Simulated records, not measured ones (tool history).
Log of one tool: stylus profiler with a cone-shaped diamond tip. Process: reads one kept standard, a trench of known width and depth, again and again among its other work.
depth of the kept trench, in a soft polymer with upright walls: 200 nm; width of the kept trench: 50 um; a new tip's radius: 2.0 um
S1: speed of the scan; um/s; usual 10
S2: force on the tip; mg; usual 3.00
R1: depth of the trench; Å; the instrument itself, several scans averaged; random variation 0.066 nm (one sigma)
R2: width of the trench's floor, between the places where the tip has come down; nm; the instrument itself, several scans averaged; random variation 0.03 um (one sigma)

{"run": 1, "hour": 0.0, "S1": 10, "S2": 3.0, "R1": 2033.2, "R2": 48200}
{"run": 2, "hour": 24.8, "S1": 2, "S2": 3.0, "R1": 2032.9, "R2": 48190}
{"run": 3, "hour": 59.2, "S1": 2, "S2": 3.0, "R1": 2033.5, "R2": 48160}
{"run": 4, "hour": 98.7, "S1": 10, "S2": 3.0, "R1": 2034.6, "R2": 48190}
{"run": 5, "hour": 123.2, "S1": 10, "S2": 3.0, "R1": 2033.0, "R2": 48160}
{"run": 6, "hour": 150.6, "S1": 10, "S2": 3.0, "R1": 2033.5, "R2": 48110}
{"run": 7, "hour": 186.7, "S1": 10, "S2": 1.28, "R1": 2021.1, "R2": 48140}
{"run": 8, "hour": 208.6, "S1": 10, "S2": 3.0, "R1": 2033.0, "R2": 48130}
{"run": 9, "hour": 239.6, "S1": 10, "S2": 3.0, "R1": 2034.4, "R2": 48080}
{"run": 10, "hour": 269.2, "S1": 10, "S2": 1.47, "R1": 2022.9, "R2": 48180}
{"run": 11, "hour": 296.7, "S1": 10, "S2": 1.47, "R1": 2023.4, "R2": 48110}
{"run": 12, "hour": 326.5, "S1": 10, "S2": 3.0, "R1": 2034.1, "R2": 48150}
{"run": 13, "hour": 363.8, "S1": 10, "S2": 2.38, "R1": 2028.9, "R2": 48110}
{"run": 14, "hour": 401.5, "S1": 10, "S2": 2.38, "R1": 2029.3, "R2": 48110}
{"run": 15, "hour": 438.3, "S1": 10, "S2": 3.0, "R1": 2034.2, "R2": 48110}
{"run": 16, "hour": 477.3, "S1": 10, "S2": 3.0, "R1": 2035.6, "R2": 48100}
{"run": 17, "hour": 510.0, "S1": 10, "S2": 3.0, "R1": 2035.7, "R2": 48090}
{"run": 18, "hour": 546.4, "S1": 10, "S2": 3.0, "R1": 2034.4, "R2": 48060}
{"run": 19, "hour": 567.7, "S1": 10, "S2": 6.56, "R1": 2056.1, "R2": 48100}
{"run": 20, "hour": 593.0, "S1": 10, "S2": 6.56, "R1": 2055.3, "R2": 48040}
{"run": 21, "hour": 613.4, "S1": 6, "S2": 3.0, "R1": 2034.3, "R2": 48180}
{"run": 22, "hour": 649.2, "S1": 6, "S2": 3.0, "R1": 2034.1, "R2": 48040}
{"run": 23, "hour": 686.5, "S1": 6, "S2": 3.0, "R1": 2034.8, "R2": 48070}
{"run": 24, "hour": 710.4, "S1": 6, "S2": 1.2, "R1": 2021.0, "R2": 48060}
{"run": 25, "hour": 732.1, "S1": 6, "S2": 1.2, "R1": 2020.6, "R2": 48040}
{"run": 26, "hour": 750.3, "S1": 28, "S2": 2.8, "R1": 2034.2, "R2": 48060}
{"hour": 772.6, "done": "height scale calibrated on a step standard"}
{"run": 27, "hour": 786.0, "S1": 37, "S2": 6.88, "R1": 2053.6, "R2": 48030}
{"run": 28, "hour": 822.6, "S1": 2, "S2": 3.16, "R1": 2031.3, "R2": 48130}
{"run": 29, "hour": 839.1, "S1": 9, "S2": 2.34, "R1": 2026.1, "R2": 48060}
{"run": 30, "hour": 857.0, "S1": 9, "S2": 2.34, "R1": 2024.4, "R2": 48060}
{"run": 31, "hour": 895.5, "S1": 36, "S2": 3.15, "R1": 2031.6, "R2": 48030}

Forecast run 32:
{"run": 32, "hour": 934.5, "S1": 4, "S2": 1.74, "R1": "?", "R2": "?"}

{"run 32": {"R1": 2020.0, "R2": 48080}}
Without the tool's hidden state the same run would have given R1 2020.2 Å, R2 48250 nm.
